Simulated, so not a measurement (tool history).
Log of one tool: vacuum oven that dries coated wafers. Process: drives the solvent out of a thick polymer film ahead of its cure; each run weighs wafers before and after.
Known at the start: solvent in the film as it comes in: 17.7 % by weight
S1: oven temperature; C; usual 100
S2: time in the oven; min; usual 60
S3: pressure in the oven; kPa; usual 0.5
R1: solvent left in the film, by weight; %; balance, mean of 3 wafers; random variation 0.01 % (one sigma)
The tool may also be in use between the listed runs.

run	hour	S1	S2	S3	R1
1	0	100	60	0.5	1.56
2	81.4	100	60	0.5	1.54
3	131.8	100	60	0.5	1.56
4	167.6	100	35	0.5	3.81
5	236.6	100	54	0.5	1.91
6	307.3	100	54	0.5	1.91
# hour 321.6: oven's thermocouples calibrated
7	385.5	100	60	0.5	1.56
8	425.1	100	60	0.5	1.56
9	480.5	100	60	0.5	1.54
10	537.4	100	60	0.5	1.55
11	596	100	33	0.5	4.09
12	653.1	104	33	0.5	3.35
13	705.7	104	33	0.5	3.37
14	751.5	104	33	0.5	3.34
15	840.3	104	33	0.5	3.35
16	925.6	104	33	0.5	3.36
17	982.3	104	33	0.5	3.35
18	1068.9	100	60	0.5	1.55
19	1127.7	100	106	0.5	0.44
20	1209.7	100	60	0.5	1.57
# hour 1258.8: oven's thermocouples calibrated
21	1259.8	100	60	0.5	1.55
22	1340.6	100	60	0.5	1.55
23	1380.8	100	60	0.5	1.56
24	1449.5	107	60	0.5	0.85
25	1487.8	106	100	0.5	0.28
# hour 1565.5: vacuum gauge cleaned of residue and calibrated
26	1574.2	106	100	0.5	0.29
27	1651	102	61	1.471	1.66
28	1698.8	102	61	1.471	1.66
29	1752.4	96	54	0.614	2.55
30	1827.3	90	31	1.562	6.82
31	1867.3	87	99	0.618	1.72
32	1920.9	109	72	0.5	0.44
33	1991.5	106	60	0.5	0.93
34	2070.2	107	40	0.5	2.06
35	2111.3	93	51	1.012	3.53
36	2151.1	93	51	1.012	3.51
# hour 2198.9: oven's thermocouples calibrated
37	2199.5	100	60	0.554	1.58
38	2268.6	97	60	0.5	1.94
39	2329.9	97	60	0.5	1.94
40	2400.5	99	38	0.5	3.57
41	2455.9	95	103	0.4	0.69
42	2528.2	100	60	1.584	2
43	2578.9	100	60	0.745	1.64
44	2662.8	114	51	0.5	0.66

Forecast each of these 3 alternatives for the next run:
A	2722.4	100	60	0.5	?
B	2722.4	100	47	0.562	?
C	2722.4	105	30	0.397	?

run	R1
A	1.56
B	2.49
C	3.6
Without the tool's hidden state the same runs would have given:
run	R1
A	1.56
B	2.48
C	3.6
